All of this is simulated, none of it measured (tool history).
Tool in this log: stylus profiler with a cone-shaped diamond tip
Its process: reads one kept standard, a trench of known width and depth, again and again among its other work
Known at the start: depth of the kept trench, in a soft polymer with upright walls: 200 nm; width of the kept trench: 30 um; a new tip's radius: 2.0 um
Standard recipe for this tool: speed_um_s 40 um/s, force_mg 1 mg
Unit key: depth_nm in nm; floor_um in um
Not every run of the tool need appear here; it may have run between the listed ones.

| run | hour | speed_um_s | force_mg | depth_nm | floor_um |
|---|---|---|---|---|---|
| 1 | 0 | 40 | 1 | 201.29 | 27.71 |
| 2 | 24.8 | 40 | 1 | 201.3 | 27.73 |
| 3 | 54.7 | 40 | 1 | 201.31 | 27.7 |
| 4 | 80.4 | 40 | 1 | 201.3 | 27.7 |
| 5 | 121 | 40 | 1 | 201.32 | 27.64 |
| 6 | 167.1 | 40 | 0.58 | 201 | 27.58 |
| 7 | 190.9 | 40 | 0.58 | 200.99 | 27.63 |
| 8 | 215.4 | 33 | 1 | 201.34 | 27.77 |
| 9 | 248.9 | 33 | 1 | 201.35 | 27.72 |
| 10 | 286.4 | 40 | 2.5 | 202.3 | 27.69 |
| 11 | 322 | 26 | 2.5 | 202.3 | 27.74 |
|  | 325.1 | height scale calibrated on a step standard |
| 12 | 361.6 | 26 | 2.5 | 202.36 | 27.74 |
| 13 | 384.4 | 26 | 2.5 | 202.35 | 27.82 |
| 14 | 408.5 | 12 | 1.08 | 201.46 | 27.78 |
| 15 | 430.8 | 131 | 1.56 | 201.78 | 27.22 |
| 16 | 464.7 | 131 | 1.56 | 201.79 | 27.22 |
| 17 | 500.6 | 33 | 0.35 | 200.89 | 27.54 |
|  | 535.3 | height scale calibrated on a step standard, once more |
| 18 | 539 | 20 | 0.5 | 200.73 | 27.63 |
| 19 | 585.3 | 20 | 0.5 | 200.75 | 27.65 |
| 20 | 614.8 | 12 | 1.72 | 201.54 | 27.73 |

Below are 4 alternative next runs, each starting from the tool's condition after run 20. Predict each:
| A | 635.6 | 111 | 2.71 | ? | ? |
| B | 635.6 | 147 | 0.35 | ? | ? |
| C | 635.6 | 10 | 1.67 | ? | ? |
| D | 635.6 | 32 | 2.96 | ? | ? |

| run | depth_nm | floor_um |
|---|---|---|
| A | 202.19 | 27.43 |
| B | 200.54 | 26.44 |
| C | 201.58 | 27.77 |
| D | 202.36 | 27.7 |
What these runs would have given with no unlogged condition in the tool:
| run | depth_nm | floor_um |
|---|---|---|
| A | 202.14 | 27.91 |
| B | 200.49 | 26.92 |
| C | 201.53 | 28.24 |
| D | 202.31 | 28.18 |
